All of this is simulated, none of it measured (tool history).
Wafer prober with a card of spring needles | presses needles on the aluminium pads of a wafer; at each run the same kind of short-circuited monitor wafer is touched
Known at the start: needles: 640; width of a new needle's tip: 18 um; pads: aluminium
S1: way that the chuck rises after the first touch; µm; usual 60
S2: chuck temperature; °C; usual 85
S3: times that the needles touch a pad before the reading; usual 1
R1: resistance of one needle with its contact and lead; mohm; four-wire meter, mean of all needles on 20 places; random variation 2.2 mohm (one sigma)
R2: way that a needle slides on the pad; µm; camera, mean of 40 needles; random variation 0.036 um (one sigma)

Run 1, hour 0.0: usual settings. Result: R1 352 mohm, R2 14.05 µm.
Run 2, hour 10.9: usual settings. Result: R1 496 mohm, R2 14.07 µm.
At hour 16.7: tips cleaned on abrasive film.
Run 3, hour 17.4: usual settings. Result: R1 278 mohm, R2 14.05 µm.
Run 4, hour 24.8: usual settings. Result: R1 415 mohm, R2 14.09 µm.
Run 5, hour 29.6: usual settings but S2 53 °C. Result: R1 475 mohm, R2 14.00 µm.
At hour 38.8: tips cleaned on abrasive film.
Run 6, hour 40.3: usual settings but S1 48 µm, S2 106 °C, S3 3. Result: R1 301 mohm, R2 11.28 µm.
Run 7, hour 51.2: usual settings but S2 106 °C, S3 2. Result: R1 385 mohm, R2 14.03 µm.
Run 8, hour 58.9: usual settings but S1 72 µm, S2 106 °C, S3 2. Result: R1 366 mohm, R2 16.89 µm.
At hour 60.8: tips cleaned on abrasive film.
Run 9, hour 66.5: usual settings but S1 42 µm. Result: R1 517 mohm, R2 9.83 µm.

Run 10 comes next. What will it give?
Run 10, hour 74.1: usual settings but S1 42 µm. Result: R1 ?, R2 ?.

Run 10 gave R1 712 mohm, R2 9.83 µm.
Without the tool's hidden state the same run would have given R1 265 mohm, R2 9.88 µm.

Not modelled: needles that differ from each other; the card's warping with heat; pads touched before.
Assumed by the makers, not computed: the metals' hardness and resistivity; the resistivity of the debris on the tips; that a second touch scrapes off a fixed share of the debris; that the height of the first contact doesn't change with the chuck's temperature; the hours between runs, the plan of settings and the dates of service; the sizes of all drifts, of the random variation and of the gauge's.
